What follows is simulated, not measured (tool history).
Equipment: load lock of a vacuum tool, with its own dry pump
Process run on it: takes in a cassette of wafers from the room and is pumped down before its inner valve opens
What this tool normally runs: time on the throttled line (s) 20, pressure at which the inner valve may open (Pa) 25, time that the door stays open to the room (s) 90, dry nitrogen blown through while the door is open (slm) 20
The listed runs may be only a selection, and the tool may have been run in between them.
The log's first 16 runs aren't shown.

run    hour  time on the throttled line (s)  pressure at which the inner valve may open (Pa)  time that the door stays open to the room (s)  dry nitrogen blown through while the door is open (slm)  hours that the pump has run since its overhaul  times that the door has closed on its seal  incoming humidity of the room's air, %  time from the closed door until the inner valve may open (s)  rise of the pressure with all valves shut (Pa/min)
 17  4104.6                              24                                               25                                             90                                                       20                                            1651                                       23159                                    44.1                                                          42.3                                               0.109
 18  4302.2                              24                                               25                                             90                                                       20                                            1849                                       23448                                    45.4                                                          42.5                                                0.11
 19  4590.3                              20                                               25                                             90                                                       18                                            2137                                       23868                                    45.5                                                          39.9                                               0.123
 20  4771.9                              20                                               25                                             90                                                       18                                            2318                                       24133                                    45.8                                                          39.5                                               0.117
 21  4925.2                              20                                               25                                             90                                                       18                                            2472                                       24356                                    44.9                                                          39.6                                                0.12
 22  5167.6                              20                                               24                                             90                                                       42                                            2714                                       24710                                    46.7                                                          39.5                                               0.084
 23  5405.3                              20                                               25                                             85                                                       12                                            2952                                       25057                                      46                                                          39.6                                               0.126
 24  5645.8                              20                                               25                                             91                                                       18                                            3192                                       25408                                    47.9                                                          39.5                                               0.129
 25  5968.4                              35                                               25                                             90                                                       31                                            3515                                       25878                                      45                                                          50.6                                               0.094
 26    6110                              35                                               25                                             90                                                       31                                            3656                                       26085                                    46.5                                                          50.3                                               0.098
 27  6276.4                              32                                               42                                            180                                                       17                                            3823                                       26327                                    42.9                                                          46.5                                               0.182
 28  6575.4                              32                                               42                                            180                                                       17                                            4122                                       26764                                    43.3                                                          46.4                                               0.185

Predict the results of run 29:
 29  6844.4                              23                                               36                                             90                                                       33                                            4391                                       27156                                    39.2                                                             ?                                                   ?

Run 29 gave time from the closed door until the inner valve may open (s) 40.3, rise of the pressure with all valves shut (Pa/min) 0.085.
Minus the tool's unlogged condition, the same run would have read time from the closed door until the inner valve may open (s) 40.3, rise of the pressure with all valves shut (Pa/min) 0.084.
